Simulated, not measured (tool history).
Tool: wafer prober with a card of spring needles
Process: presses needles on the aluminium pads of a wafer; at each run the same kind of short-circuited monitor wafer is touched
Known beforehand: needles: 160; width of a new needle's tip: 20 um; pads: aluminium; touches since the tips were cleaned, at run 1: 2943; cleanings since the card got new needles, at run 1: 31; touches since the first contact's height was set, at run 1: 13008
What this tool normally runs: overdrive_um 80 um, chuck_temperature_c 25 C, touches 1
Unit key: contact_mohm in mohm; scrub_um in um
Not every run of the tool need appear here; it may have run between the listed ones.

run,hour,overdrive_um,chuck_temperature_c,touches,touches since the tips were cleaned,cleanings since the card got new needles,touches since the first contact's height was set,contact_mohm,scrub_um
1,0.0,80,25,1,2943,31,13008,149,14.95
# hour 16.8: tips cleaned on abrasive film
2,41.3,99,25,1,6114,32,23298,143,18.78
# hour 46.5: tips cleaned on abrasive film
# hour 75.9: tips cleaned on abrasive film
# hour 105.0: tips cleaned on abrasive film
3,108.5,99,25,1,868,35,40023,128,18.51
# hour 132.2: tips cleaned on abrasive film
4,136.1,98,25,1,970,36,46890,136,18.35
# hour 162.6: tips cleaned on abrasive film
5,183.4,98,25,1,5187,37,58670,142,18.41
# hour 191.6: tips cleaned on abrasive film
# hour 221.4: tips cleaned on abrasive film
6,234.3,98,25,1,3236,39,71351,142,18.25
# hour 251.3: tips cleaned on abrasive film
# hour 281.3: tips cleaned on abrasive film
7,284.3,98,25,1,750,41,83803,129,18.22
# hour 308.4: tips cleaned on abrasive film
8,326.6,93,25,1,4537,42,94329,147,17.25
# hour 338.8: tips cleaned on abrasive film
# hour 368.3: tips cleaned on abrasive film
9,394.0,93,25,1,6417,44,111116,145,17.09
# hour 397.4: tips cleaned on abrasive film
# hour 428.0: tips cleaned on abrasive film
# hour 455.3: tips cleaned on abrasive film
10,455.3,80,25,1,0,47,126374,123,14.73
# hour 482.7: tips cleaned on abrasive film
# hour 513.5: tips cleaned on abrasive film
11,513.5,80,25,2,0,49,140857,123,14.58
# hour 540.5: tips cleaned on abrasive film
# hour 570.0: tips cleaned on abrasive film
12,572.7,80,25,2,676,51,155599,129,14.64
# hour 597.2: tips cleaned on abrasive film
13,600.4,80,25,2,804,52,162507,131,14.56
# hour 627.2: tips cleaned on abrasive film
# hour 658.1: tips cleaned on abrasive film
14,667.4,61,28,2,2341,54,179198,153,10.89
# hour 687.1: tips cleaned on abrasive film
# hour 715.8: tips cleaned on abrasive film
15,723.1,61,28,2,1827,56,193048,145,10.99
# hour 743.2: tips cleaned on abrasive film
16,755.5,61,28,2,3075,57,201129,151,10.87
# hour 771.4: tips cleaned on abrasive film
# hour 798.9: tips cleaned on abrasive film
17,816.3,61,28,2,4347,59,216277,158,10.90
# hour 826.0: tips cleaned on abrasive film
# hour 854.5: tips cleaned on abrasive film
# hour 873.3: height of the first contact set anew
18,873.3,68,25,1,4623,61,0,169,12.80
# hour 884.1: tips cleaned on abrasive film
# hour 911.4: tips cleaned on abrasive film
19,916.6,78,52,1,1294,63,10770,145,14.65
# hour 938.9: tips cleaned on abrasive film
20,944.8,72,25,3,1492,64,17797,131,13.54
# hour 967.8: tips cleaned on abrasive film
21,992.8,72,109,3,6254,65,29761,148,13.50

Results for each run, recomputed without the tool's hidden state and with each run's random variation untouched:
Hidden conditions of the tool in this case: debris on the tips, nm; way that the needles fall short of the set height, um; tips' diameter, um; drift of the gauge itself on contact_mohm, %; drift of the gauge itself on scrub_um, %.
run,contact_mohm,scrub_um
1,123,14.99
2,120,18.84
3,120,18.63
4,125,18.49
5,119,18.57
6,122,18.45
7,120,18.48
8,121,17.53
9,118,17.41
10,120,15.11
11,121,15.00
12,122,15.09
13,121,15.03
14,126,11.40
15,123,11.54
16,123,11.44
17,123,11.51
18,125,12.80
19,126,14.69
20,122,13.60
21,134,13.57

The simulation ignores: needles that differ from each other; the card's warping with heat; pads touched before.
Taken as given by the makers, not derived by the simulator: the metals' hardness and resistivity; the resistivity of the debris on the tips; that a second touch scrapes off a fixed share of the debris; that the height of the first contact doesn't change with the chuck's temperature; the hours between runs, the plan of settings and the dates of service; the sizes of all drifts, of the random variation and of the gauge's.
